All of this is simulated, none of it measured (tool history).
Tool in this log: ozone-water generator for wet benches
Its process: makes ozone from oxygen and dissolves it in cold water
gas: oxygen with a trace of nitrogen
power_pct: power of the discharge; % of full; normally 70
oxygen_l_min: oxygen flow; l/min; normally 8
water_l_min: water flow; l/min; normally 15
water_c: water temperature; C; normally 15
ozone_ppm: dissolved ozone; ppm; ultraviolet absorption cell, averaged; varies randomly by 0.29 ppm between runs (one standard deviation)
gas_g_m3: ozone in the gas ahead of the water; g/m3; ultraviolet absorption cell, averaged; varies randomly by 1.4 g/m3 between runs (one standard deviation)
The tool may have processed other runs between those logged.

run   hour  power_pct  oxygen_l_min  water_l_min  water_c  ozone_ppm  gas_g_m3
  1      0         70             8           15       15       42.8     267.2
  2   58.7         70             8           11       15       53.7     262.6
  3   97.4         70          7.82           15       15       43.5     268.5
  4  159.2         54             8           15       15         34     209.7
  5  187.8         70             8           15       15       43.1       262
  6  216.3         47             8           15       15       29.9     184.3
  7  268.3         70             8           17       15       39.5       267
  8  322.1         70             8           15       15       42.9     263.8
  9  347.7         70             8           15       15         43     262.6
 10  376.2         70           4.9           15       15       40.3     310.2
 11  409.2         70             8           15       15       43.1       267
 12  441.1         70             8           15       15       42.7     263.3
 13  466.5        100             8           15       15       58.9     364.2
 14  491.9        100             8           15       14       59.7     362.2
 15  539.9         70          7.92           10       15       54.6     266.9
 16    584         70          7.92           10       15       55.2     263.2
 17  628.5         70          7.92           10       15       55.2       264
 18  679.4         70          7.92           10       15       55.4       267
 19  727.2         70          7.92           10       15       55.1     264.3
 20  786.4         70          7.92           20       13         35     263.2
 21  825.1         44         11.81           20       13       23.9     152.6
 22    860         44         11.81           20       13       23.6     150.4
 23  912.6         99          4.51           16        9       55.5       439
 24  949.5         49         11.39           22        7       27.3     168.1
 25  990.1         70          6.83           15       20       38.5     276.5

4 ways to go on from here, each from the tool as it stands after run 25. What would each give?
  A  1025.2         70         10.89           15       11          ?         ?
  B  1025.2         70          6.15           15        8          ?         ?
  C  1025.2         70          6.83           18       17          ?         ?
  D  1025.2         70          6.83           15        9          ?         ?

run  ozone_ppm  gas_g_m3
  A       46.4       235
  B       46.5     286.2
  C       34.8     277.9
  D       45.8     278.2
What these runs would have given with no unlogged condition in the tool:
run  ozone_ppm  gas_g_m3
  A       50.2     239.6
  B       50.1     291.9
  C       37.8     283.5
  D       49.5     283.7

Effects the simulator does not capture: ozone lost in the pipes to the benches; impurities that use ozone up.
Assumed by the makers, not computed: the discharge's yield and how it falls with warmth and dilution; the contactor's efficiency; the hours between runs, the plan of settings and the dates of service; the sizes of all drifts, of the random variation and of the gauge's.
